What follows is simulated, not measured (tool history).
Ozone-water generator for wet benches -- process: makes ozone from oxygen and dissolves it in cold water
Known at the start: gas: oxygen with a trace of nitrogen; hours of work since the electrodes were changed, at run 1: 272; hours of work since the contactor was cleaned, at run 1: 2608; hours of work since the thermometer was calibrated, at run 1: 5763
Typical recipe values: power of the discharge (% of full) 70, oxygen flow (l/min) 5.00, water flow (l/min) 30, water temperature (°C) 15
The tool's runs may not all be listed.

run,hour,power of the discharge (% of full),oxygen flow (l/min),water flow (l/min),water temperature (°C),hours of work since the electrodes were changed,hours of work since the contactor was cleaned,hours of work since the thermometer was calibrated,dissolved ozone (ppm),ozone in the gas ahead of the water (g/m3)
1,0.0,70,5.00,30,15,272,2608,5763,21.4,243.5
2,29.9,70,5.00,30,20,290,2626,5781,20.1,243.8
3,88.0,70,5.00,30,15,325,2662,5817,21.1,243.0
4,138.7,70,5.00,30,15,356,2693,5848,21.0,244.0
# hour 171.3: water thermometer calibrated
5,179.3,70,5.00,30,15,380,2717,5,21.5,245.5
6,215.4,70,5.00,42,15,402,2739,27,15.2,245.2
7,273.9,70,5.00,42,15,438,2775,62,15.1,243.3
8,333.4,70,5.00,30,15,474,2811,99,21.1,243.4
9,360.9,70,5.00,18,15,491,2827,115,32.2,242.8
10,420.9,70,5.00,18,15,527,2864,152,32.4,245.1
11,465.1,70,5.00,18,15,554,2891,179,32.7,244.9
12,495.1,70,5.00,18,15,573,2909,197,32.6,243.3
13,536.6,70,5.00,18,15,598,2934,222,32.4,240.9
14,582.6,71,3.18,31,8,626,2962,250,20.4,322.1
15,615.6,42,3.18,26,16,646,2982,270,15.4,215.6
# hour 622.5: contactor cleaned
16,662.0,70,5.79,30,15,672,24,296,21.0,220.0
17,716.9,93,5.00,30,21,705,57,329,24.1,300.1
18,751.7,66,7.01,42,17,726,79,351,14.5,189.9
19,796.7,66,7.01,42,17,754,106,378,14.6,188.1
20,846.2,84,5.00,18,15,784,136,408,37.1,278.7
21,902.2,84,2.78,18,15,818,170,442,36.4,395.1
22,939.3,84,2.78,20,8,840,193,465,35.1,392.4
# hour 994.0: contactor cleaned, once more
23,994.0,90,4.70,30,9,871,0,496,27.0,302.5

What if the next run were any one of these 5? Each begins from the tool's condition after run 23:
A,1051.5,48,6.17,30,15,906,35,531,?,?
B,1051.5,70,8.74,30,7,906,35,531,?,?
C,1051.5,90,4.70,33,20,906,35,531,?,?
D,1051.5,90,7.34,30,12,906,35,531,?,?
E,1051.5,90,4.70,30,19,906,35,531,?,?

run,dissolved ozone (ppm),ozone in the gas ahead of the water (g/m3)
A,16.2,158.6
B,23.6,173.7
C,22.2,302.6
D,26.7,231.5
E,24.5,301.5
With the hidden condition removed and each run's random variation left untouched, the same runs would have given:
run,dissolved ozone (ppm),ozone in the gas ahead of the water (g/m3)
A,16.4,160.7
B,24.1,177.0
C,22.7,309.4
D,27.3,236.7
E,25.1,308.2
